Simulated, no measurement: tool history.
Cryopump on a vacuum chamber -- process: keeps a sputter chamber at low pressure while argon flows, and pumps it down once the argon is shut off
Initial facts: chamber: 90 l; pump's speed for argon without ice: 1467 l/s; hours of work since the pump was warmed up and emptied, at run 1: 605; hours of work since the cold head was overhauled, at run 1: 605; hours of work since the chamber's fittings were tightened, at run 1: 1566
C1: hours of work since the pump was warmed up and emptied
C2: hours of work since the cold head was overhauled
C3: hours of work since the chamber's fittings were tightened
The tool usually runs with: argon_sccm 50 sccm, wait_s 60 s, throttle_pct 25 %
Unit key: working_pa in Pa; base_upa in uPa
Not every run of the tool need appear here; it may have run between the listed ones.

{"run": 1, "hour": 0.0, "argon_sccm": 50, "wait_s": 60, "throttle_pct": 25, "C1": 605, "C2": 605, "C3": 1566, "working_pa": 0.2398, "base_upa": 1.39}
{"run": 2, "hour": 80.8, "argon_sccm": 50, "wait_s": 60, "throttle_pct": 25, "C1": 641, "C2": 641, "C3": 1602, "working_pa": 0.2382, "base_upa": 1.42}
{"run": 3, "hour": 190.2, "argon_sccm": 50, "wait_s": 60, "throttle_pct": 25, "C1": 690, "C2": 690, "C3": 1651, "working_pa": 0.2392, "base_upa": 1.41}
{"run": 4, "hour": 274.8, "argon_sccm": 50, "wait_s": 60, "throttle_pct": 25, "C1": 728, "C2": 728, "C3": 1689, "working_pa": 0.2426, "base_upa": 1.43}
{"run": 5, "hour": 381.3, "argon_sccm": 50, "wait_s": 60, "throttle_pct": 25, "C1": 776, "C2": 776, "C3": 1737, "working_pa": 0.2418, "base_upa": 1.45}
{"run": 6, "hour": 439.2, "argon_sccm": 50, "wait_s": 60, "throttle_pct": 25, "C1": 802, "C2": 802, "C3": 1763, "working_pa": 0.242, "base_upa": 1.46}
{"run": 7, "hour": 502.6, "argon_sccm": 50, "wait_s": 60, "throttle_pct": 25, "C1": 831, "C2": 831, "C3": 1792, "working_pa": 0.2457, "base_upa": 1.54}
{"run": 8, "hour": 567.6, "argon_sccm": 50, "wait_s": 60, "throttle_pct": 25, "C1": 860, "C2": 860, "C3": 1821, "working_pa": 0.2433, "base_upa": 1.48}
{"hour": 648.9, "done": "pump warmed up, emptied and cooled again"}
{"run": 9, "hour": 691.1, "argon_sccm": 50, "wait_s": 54, "throttle_pct": 25, "C1": 19, "C2": 913, "C3": 1874, "working_pa": 0.2323, "base_upa": 1.49}
{"run": 10, "hour": 756.1, "argon_sccm": 50, "wait_s": 131, "throttle_pct": 26, "C1": 48, "C2": 942, "C3": 1903, "working_pa": 0.2235, "base_upa": 0.92}
{"run": 11, "hour": 860.8, "argon_sccm": 50, "wait_s": 131, "throttle_pct": 26, "C1": 95, "C2": 989, "C3": 1951, "working_pa": 0.2241, "base_upa": 0.92}
{"run": 12, "hour": 942.0, "argon_sccm": 50, "wait_s": 131, "throttle_pct": 26, "C1": 132, "C2": 1026, "C3": 1987, "working_pa": 0.2212, "base_upa": 0.94}
{"run": 13, "hour": 1045.8, "argon_sccm": 50, "wait_s": 47, "throttle_pct": 26, "C1": 179, "C2": 1073, "C3": 2034, "working_pa": 0.2241, "base_upa": 1.69}
{"hour": 1101.4, "done": "leaking fittings of the chamber tightened, without venting"}
{"run": 14, "hour": 1114.9, "argon_sccm": 27, "wait_s": 159, "throttle_pct": 25, "C1": 209, "C2": 1103, "C3": 6, "working_pa": 0.1267, "base_upa": 0.61}
{"run": 15, "hour": 1181.8, "argon_sccm": 35, "wait_s": 30, "throttle_pct": 25, "C1": 239, "C2": 1133, "C3": 36, "working_pa": 0.1649, "base_upa": 2.05}
{"run": 16, "hour": 1311.2, "argon_sccm": 35, "wait_s": 30, "throttle_pct": 25, "C1": 297, "C2": 1191, "C3": 94, "working_pa": 0.1654, "base_upa": 2.11}
{"run": 17, "hour": 1409.8, "argon_sccm": 50, "wait_s": 94, "throttle_pct": 25, "C1": 341, "C2": 1235, "C3": 139, "working_pa": 0.2365, "base_upa": 0.88}
{"run": 18, "hour": 1520.2, "argon_sccm": 50, "wait_s": 94, "throttle_pct": 25, "C1": 391, "C2": 1285, "C3": 188, "working_pa": 0.2351, "base_upa": 0.91}

Selected run-to-run steps in working_pa, each split into two signed amounts: the part the tool would show with no hidden state at all (from settings, incoming material and random variation), and the remainder, which goes to the hidden state together with any gauge scatter not common to the measured and the hidden-state-free results:
Unlogged tool condition in this case: pump's speed, % of a pump's without ice; cold plate's temperature, K; leak into the chamber, uPa l/s; drift of the gauge itself on working_pa, %; drift of the gauge itself on base_upa, %.
Run 8 -> 9: wait_s 60 -> 54, pump warmed up, emptied and cooled again. working_pa -0.0110 Pa: hidden state -0.0119, all else +0.0009.
Run 13 -> 14: argon_sccm 50 -> 27, wait_s 47 -> 159, throttle_pct 26 -> 25, leaking fittings of the chamber tightened, without venting. working_pa -0.0974 Pa: hidden state -0.0014, all else -0.0960.
